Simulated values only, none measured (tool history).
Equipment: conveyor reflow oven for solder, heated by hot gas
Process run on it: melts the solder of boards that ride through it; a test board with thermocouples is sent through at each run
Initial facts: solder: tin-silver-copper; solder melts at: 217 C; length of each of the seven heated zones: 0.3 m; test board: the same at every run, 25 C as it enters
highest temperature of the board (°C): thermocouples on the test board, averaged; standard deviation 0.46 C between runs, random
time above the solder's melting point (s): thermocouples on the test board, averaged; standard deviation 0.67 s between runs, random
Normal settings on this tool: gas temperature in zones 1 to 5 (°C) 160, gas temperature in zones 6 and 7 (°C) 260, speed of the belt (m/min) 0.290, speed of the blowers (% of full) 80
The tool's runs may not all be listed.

run   hour  gas temperature in zones 1 to 5 (°C)  gas temperature in zones 6 and 7 (°C)  speed of the belt (m/min)  speed of the blowers (% of full)  highest temperature of the board (°C)  time above the solder's melting point (s)
  1    0.0                                   160                                    260                      0.290                                80                                  245.0                                       79.2
  2   13.1                                   146                                    260                      0.290                                80                                  243.0                                       68.8
  3   19.9                                   146                                    260                      0.290                                80                                  243.6                                       70.0
  4   26.8                                   160                                    260                      0.290                                80                                  245.0                                       79.1
  5   39.9                                   160                                    260                      0.290                                80                                  245.0                                       77.5
  6   54.1                                   160                                    260                      0.290                                80                                  245.5                                       78.0
  7   65.9                                   160                                    260                      0.290                                52                                  239.1                                       64.9
  8   73.8                                   160                                    260                      0.290                                52                                  238.4                                       64.2
  9   85.1                                   160                                    260                      0.290                                52                                  239.1                                       64.9
      90.1  -- belt drive overhauled, speed set with a stopwatch
 10  101.5                                   160                                    260                      0.290                                52                                  238.9                                       64.7
 11  109.8                                   160                                    260                      0.290                                80                                  245.1                                       79.1
 12  120.3                                   160                                    248                      0.290                                80                                  233.5                                       59.9
 13  129.1                                   160                                    248                      0.292                                80                                  233.6                                       59.3
     143.0  -- belt drive overhauled, speed set with a stopwatch, once more
 14  144.8                                   160                                    257                      0.290                                80                                  242.2                                       73.5
 15  157.0                                   160                                    260                      0.288                                80                                  244.9                                       78.1
 16  166.7                                   164                                    260                      0.317                                80                                  243.3                                       67.6
 17  180.6                                   155                                    260                      0.307                                80                                  241.9                                       65.4
 18  193.3                                   155                                    260                      0.297                                59                                  238.8                                       60.1
 19  203.0                                   160                                    250                      0.290                                66                                  232.6                                       55.1
 20  212.2                                   160                                    250                      0.290                                54                                  229.7                                       47.9
 21  226.5                                   160                                    250                      0.290                                54                                  229.6                                       46.7
 22  234.9                                   160                                    250                      0.233                                77                                  240.0                                       93.5
 23  247.7                                   160                                    250                      0.233                                77                                  240.1                                       93.8
 24  260.1                                   174                                    250                      0.279                                77                                  239.4                                       78.4

Run 25, settings as shown, results not yet in. Your forecast:
 25  271.2                                   164                                    267                      0.304                                73                                      ?                                          ?

highest temperature of the board (°C): 247.9
time above the solder's melting point (s): 79.0
With the hidden condition absent and the run-to-run variation left alone, this run would have shown highest temperature of the board (°C) 250.9, time above the solder's melting point (s) 83.3.
